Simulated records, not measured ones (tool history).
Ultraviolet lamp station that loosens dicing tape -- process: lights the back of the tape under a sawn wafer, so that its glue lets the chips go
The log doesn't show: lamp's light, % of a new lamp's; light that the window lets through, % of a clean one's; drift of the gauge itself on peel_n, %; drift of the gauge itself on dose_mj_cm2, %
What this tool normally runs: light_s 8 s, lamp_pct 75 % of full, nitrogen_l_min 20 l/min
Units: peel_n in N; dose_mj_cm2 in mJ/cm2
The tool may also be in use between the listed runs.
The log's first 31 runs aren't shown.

run    hour  light_s  lamp_pct  nitrogen_l_min  hours of work of the lamp  hours of work since the window was cleaned  peel_n  dose_mj_cm2
 32  2027.1        4        80              25                       1088                                         465   3.169           88
     2100.0  -- lamp changed
 33  2102.4        4        80              25                          2                                         519   2.282          109
 34  2153.0        4        67              26                         39                                         556   2.839           90
 35  2218.4        8        92              13                         86                                         603   0.858          240
     2290.0  -- window cleaned of glue's vapour
 36  2298.3        9        92              12                        144                                           6   0.501          316
 37  2354.6        9        92              21                        185                                          47   0.335          314
 38  2435.5        9        92              21                        244                                         106   0.366          304
 39  2477.8        6        92              21                        275                                         137   0.958          199
 40  2560.7        4        61              20                        335                                         197   3.226           88
 41  2640.2        4        61              20                        393                                         255   3.350           85
 42  2678.2        4        73              20                        420                                         282   2.811           93

What if the next run were any one of these 3? Each begins from the tool's condition after run 42:
  A  2722.3        6        96               7                        452                                         315       ?            ?
  B  2722.3        4        73               8                        452                                         315       ?            ?
  C  2722.3        6        73              35                        452                                         315       ?            ?

run  peel_n  dose_mj_cm2
  A   1.935          189
  B   3.854           96
  C   1.418          143
Stripped of hidden state, with their random variation kept, the same runs would have yielded:
run  peel_n  dose_mj_cm2
  A   1.423          230
  B   3.255          117
  C   0.977          174

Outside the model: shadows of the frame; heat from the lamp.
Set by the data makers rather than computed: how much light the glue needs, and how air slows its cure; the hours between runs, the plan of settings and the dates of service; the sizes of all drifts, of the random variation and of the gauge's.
